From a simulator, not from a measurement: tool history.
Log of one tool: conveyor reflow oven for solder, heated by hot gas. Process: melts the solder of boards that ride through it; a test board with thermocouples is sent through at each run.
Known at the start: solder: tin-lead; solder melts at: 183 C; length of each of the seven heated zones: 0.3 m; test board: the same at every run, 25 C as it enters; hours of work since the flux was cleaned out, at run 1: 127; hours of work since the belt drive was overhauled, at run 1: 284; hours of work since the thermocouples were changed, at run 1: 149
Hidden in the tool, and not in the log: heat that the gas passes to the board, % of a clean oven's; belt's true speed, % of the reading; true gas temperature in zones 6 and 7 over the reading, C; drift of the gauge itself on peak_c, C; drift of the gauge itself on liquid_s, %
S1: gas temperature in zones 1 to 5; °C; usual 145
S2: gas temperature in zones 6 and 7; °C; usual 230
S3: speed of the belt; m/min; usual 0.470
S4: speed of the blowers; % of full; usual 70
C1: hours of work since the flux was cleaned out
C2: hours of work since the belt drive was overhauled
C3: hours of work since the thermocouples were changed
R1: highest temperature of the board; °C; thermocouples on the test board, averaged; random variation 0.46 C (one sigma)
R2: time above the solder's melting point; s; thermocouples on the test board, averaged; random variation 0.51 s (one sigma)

run,hour,S1,S2,S3,S4,C1,C2,C3,R1,R2
1,0.0,145,230,0.470,70,127,284,149,216.1,59.4
2,9.9,145,230,0.470,70,131,289,154,215.8,59.4
3,16.3,145,230,0.470,70,135,292,157,215.8,60.1
4,22.1,145,230,0.470,70,137,294,159,215.7,59.6
5,30.3,145,230,0.470,70,141,298,163,215.5,60.1
6,37.4,145,230,0.470,70,145,302,167,215.5,59.8
7,48.4,145,241,0.470,70,150,307,172,225.7,66.3
8,56.7,145,241,0.470,70,154,311,176,224.9,66.1
9,63.8,145,241,0.470,70,157,315,180,225.6,66.1
10,72.7,145,241,0.470,70,162,319,184,225.4,65.8
11,78.3,143,241,0.470,70,164,321,187,225.1,64.7
12,87.5,143,234,0.470,73,169,326,191,219.1,62.4
13,92.2,138,234,0.500,73,171,328,193,216.8,54.8
14,97.6,138,234,0.500,73,174,331,196,217.5,53.7
15,103.0,138,234,0.500,73,176,333,198,216.7,53.7
16,111.1,157,243,0.500,67,180,337,202,227.5,66.6
17,121.6,157,243,0.500,67,185,342,207,226.8,67.2

Forecast each of these 5 alternatives for the next run:
A,129.9,157,245,0.417,67,189,346,211,?,?
B,129.9,136,243,0.381,67,189,346,211,?,?
C,129.9,146,243,0.541,80,189,346,211,?,?
D,129.9,133,231,0.391,70,189,346,211,?,?
E,129.9,157,243,0.453,67,189,346,211,?,?

run,R1,R2
A,232.9,84.5
B,231.2,82.1
C,224.7,57.6
D,218.9,71.0
E,229.9,74.2
Without the tool's hidden state the same runs would have given:
run,R1,R2
A,235.0,84.8
B,233.4,82.9
C,227.5,58.6
D,221.1,72.6
E,232.1,74.6

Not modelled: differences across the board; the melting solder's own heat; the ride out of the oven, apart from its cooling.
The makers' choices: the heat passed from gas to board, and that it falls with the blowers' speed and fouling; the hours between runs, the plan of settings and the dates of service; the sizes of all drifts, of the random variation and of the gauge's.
